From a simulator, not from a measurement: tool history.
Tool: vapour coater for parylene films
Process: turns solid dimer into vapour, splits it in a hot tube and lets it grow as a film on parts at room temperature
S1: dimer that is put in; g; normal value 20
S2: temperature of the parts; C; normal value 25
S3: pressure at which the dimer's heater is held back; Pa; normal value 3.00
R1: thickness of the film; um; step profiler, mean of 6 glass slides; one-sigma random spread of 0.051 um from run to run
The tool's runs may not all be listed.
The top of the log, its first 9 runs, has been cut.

Run 10, hour 371.2: usual settings. Result: R1 6.67 um.
Run 11, hour 405.8: usual settings. Result: R1 6.78 um.
Run 12, hour 458.8: usual settings. Result: R1 6.67 um.
Run 13, hour 484.2: usual settings but S1 16 g. Result: R1 5.27 um.
Run 14, hour 513.6: usual settings but S1 16 g. Result: R1 5.20 um.
Run 15, hour 550.8: usual settings but S1 23 g. Result: R1 7.58 um.
Run 16, hour 596.5: usual settings but S3 2.63 Pa. Result: R1 6.60 um.
Run 17, hour 623.8: usual settings but S1 11 g, S3 9.24 Pa. Result: R1 3.29 um.
Run 18, hour 654.5: usual settings but S1 11 g, S3 9.24 Pa. Result: R1 3.25 um.
Run 19, hour 686.9: usual settings but S1 11 g, S3 9.24 Pa. Result: R1 3.34 um.
Run 20, hour 716.6: usual settings but S1 26 g, S2 17 C, S3 8.29 Pa. Result: R1 10.04 um.
Run 21, hour 753.0: usual settings but S3 3.66 Pa. Result: R1 6.41 um.
Run 22, hour 803.4: usual settings but S1 26 g. Result: R1 8.39 um.
Run 23, hour 855.5: usual settings but S1 26 g. Result: R1 8.50 um.
Run 24, hour 908.5: usual settings but S1 26 g, S2 24 C. Result: R1 8.56 um.
Run 25, hour 960.4: usual settings but S1 26 g, S2 24 C. Result: R1 8.46 um.
Run 26, hour 989.2: usual settings but S2 20 C. Result: R1 7.37 um.
Run 27, hour 1031.1: usual settings but S3 7.36 Pa. Result: R1 5.92 um.
Run 28, hour 1072.7: usual settings but S2 36 C, S3 8.50 Pa. Result: R1 4.31 um.
Run 29, hour 1109.9: usual settings but S1 19 g. Result: R1 5.89 um.
Run 30, hour 1138.3: usual settings but S1 19 g. Result: R1 5.98 um.
Run 31, hour 1170.7: usual settings but S1 25 g, S2 30 C, S3 3.30 Pa. Result: R1 6.80 um.

What if the next run were any one of these 4? Each begins from the tool's condition after run 31:
Run A, hour 1194.1: usual settings but S2 28 C, S3 3.50 Pa. Result: R1 ?.
Run B, hour 1194.1: usual settings but S1 25 g, S2 18 C, S3 3.30 Pa. Result: R1 ?.
Run C, hour 1194.1: usual settings but S1 25 g, S2 30 C, S3 5.38 Pa. Result: R1 ?.
Run D, hour 1194.1: usual settings but S1 11 g, S2 36 C, S3 3.30 Pa. Result: R1 ?.

run    R1
  A  5.64
  B  9.47
  C  6.48
  D  2.49
Without the tool's hidden state the same runs would have given:
run     R1
  A   6.04
  B  10.13
  C   6.93
  D   2.66

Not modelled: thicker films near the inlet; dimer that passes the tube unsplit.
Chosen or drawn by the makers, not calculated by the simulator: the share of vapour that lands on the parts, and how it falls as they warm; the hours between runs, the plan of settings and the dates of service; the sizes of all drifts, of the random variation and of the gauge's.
